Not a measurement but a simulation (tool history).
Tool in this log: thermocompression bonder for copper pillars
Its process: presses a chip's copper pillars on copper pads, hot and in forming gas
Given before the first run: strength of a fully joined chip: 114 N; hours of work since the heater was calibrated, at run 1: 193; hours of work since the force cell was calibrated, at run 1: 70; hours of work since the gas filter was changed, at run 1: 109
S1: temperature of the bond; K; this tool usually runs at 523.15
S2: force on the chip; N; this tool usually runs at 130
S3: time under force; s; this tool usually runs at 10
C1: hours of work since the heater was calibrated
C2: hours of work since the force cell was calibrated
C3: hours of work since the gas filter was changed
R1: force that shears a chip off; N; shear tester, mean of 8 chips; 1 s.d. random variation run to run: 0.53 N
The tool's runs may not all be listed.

run   hour      S1   S2  S3   C1   C2   C3    R1
  1      0  523.15  130  10  193   70  109  39.8
  2    5.8  523.15  130  10  196   73  112  39.7
  3   10.9  523.15  130  10  198   75  115  40.7
  4   16.4  523.15  130  10  201   78  117  40.7
  5   25.3  523.15  130  10  205   82  121  40.9
  6   33.8  523.15  130  10  209   86  125  39.8
  7   43.9  523.15  130  28  214   91  130  59.5
  8   54.2  523.15  130  28  219   96  135  58.9
  9   60.5  523.15  130  10  222   99  138  41.3
 10   65.7  523.15  130  10  224  101  141  39.5
 11   77.1  523.15  130  10  230  107  146  40.5
 12   88.4  545.15  123  29  235  112  152  74.5
 13   96.4  498.15  165   6  239  116  155  25.5
        98  -- forming gas filter changed
 14  103.2  498.15  165   6  242  119    2  26.1
 15  110.7  498.15  165   6  245  122    6  26.7
 16  121.5  523.15   83  13  251  128   11  28.2
 17  128.4  539.15  120  27  254  131   15  68.8
 18  136.8  516.15  167  10  258  135   19  44.9
 19  142.7  536.15   96  14  261  138   21  43.6

Branching from run 19: 3 alternative next runs. What would each branch give?
  A  152.6  552.15   96  14  265  142  26   ?
  B  152.6  548.15  172  10  265  142  26   ?
  C  152.6  536.15   96  13  265  142  26   ?

run    R1
  A  54.3
  B  72.2
  C  41.8
Take away the tool's hidden state, keep each run's random variation, and the runs would have read:
run    R1
  A  54.4
  B  72.4
  C  41.9
